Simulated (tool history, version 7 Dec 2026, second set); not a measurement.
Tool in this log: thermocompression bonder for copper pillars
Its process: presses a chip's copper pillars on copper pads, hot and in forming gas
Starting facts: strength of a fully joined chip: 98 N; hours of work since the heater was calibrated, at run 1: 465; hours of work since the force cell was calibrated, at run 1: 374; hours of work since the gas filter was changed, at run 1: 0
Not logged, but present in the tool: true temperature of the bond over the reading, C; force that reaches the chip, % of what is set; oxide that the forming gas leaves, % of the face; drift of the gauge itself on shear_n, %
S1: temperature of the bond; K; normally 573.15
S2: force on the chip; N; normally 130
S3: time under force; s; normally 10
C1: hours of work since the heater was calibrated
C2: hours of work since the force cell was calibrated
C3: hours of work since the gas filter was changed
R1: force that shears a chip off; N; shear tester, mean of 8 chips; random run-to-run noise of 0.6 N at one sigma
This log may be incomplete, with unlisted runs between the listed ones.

run	hour	S1	S2	S3	C1	C2	C3	R1
1	0.0	573.15	130	10	465	374	0	56.1
2	10.5	573.15	130	10	473	382	8	54.2
3	28.2	573.15	130	10	486	395	21	55.6
4	38.6	573.15	130	10	494	403	29	56.6
5	52.1	573.15	130	10	505	413	39	55.5
6	64.1	560.15	130	10	514	422	48	47.3
7	78.8	573.15	130	10	525	433	59	55.3
8	93.9	573.15	130	10	536	445	71	54.1
9	106.1	573.15	130	10	545	454	80	56.9
10	114.0	573.15	130	10	551	460	86	55.2
11	130.6	573.15	130	10	564	472	98	56.4
12	142.2	573.15	130	10	572	481	107	56.3
13	159.4	573.15	130	10	585	494	120	54.8
14	173.7	573.15	130	10	596	505	131	55.4
15	192.9	573.15	130	10	610	519	145	55.9
16	210.7	596.15	130	10	624	532	159	71.6
17	227.6	555.15	118	8	637	545	171	37.4
18	245.1	555.15	118	8	650	558	184	37.0
19	259.7	555.15	118	8	661	569	195	37.0
20	278.6	573.15	119	16	675	584	210	60.4
# hour 280.4: forming gas filter changed
21	287.1	573.15	119	16	681	590	5	60.5
22	297.8	551.15	145	14	689	598	13	53.4
23	309.2	571.15	114	5	698	606	22	37.8
24	318.7	567.15	145	10	705	613	29	58.9
25	337.9	589.15	96	21	719	628	43	66.3
26	346.9	559.15	104	18	726	635	50	47.1
27	362.6	573.15	115	11	738	646	62	51.7
28	377.4	573.15	115	11	749	658	73	54.1
29	392.3	583.15	108	14	760	669	84	61.0
30	402.1	564.15	188	6	768	676	92	58.0
31	416.9	573.15	169	10	779	687	103	68.4
32	433.1	573.15	169	10	791	699	115	69.5

Subtracting, for every run, the result it would have given without the tool's unlogged condition from the measured result gives the following. The same run-to-run variation enters both numbers; the gauge's scatter may not:
run	R1
1	+2.8
2	+2.8
3	+2.8
4	+2.9
5	+2.8
6	+2.7
7	+2.8
8	+2.8
9	+3.0
10	+2.9
11	+2.9
12	+2.9
13	+2.9
14	+3.0
15	+3.0
16	+2.6
17	+2.7
18	+2.8
19	+2.7
20	+3.1
21	+4.3
22	+4.4
23	+3.5
24	+4.5
25	+4.2
26	+4.2
27	+4.2
28	+4.3
29	+4.4
30	+4.4
31	+4.2
32	+4.3

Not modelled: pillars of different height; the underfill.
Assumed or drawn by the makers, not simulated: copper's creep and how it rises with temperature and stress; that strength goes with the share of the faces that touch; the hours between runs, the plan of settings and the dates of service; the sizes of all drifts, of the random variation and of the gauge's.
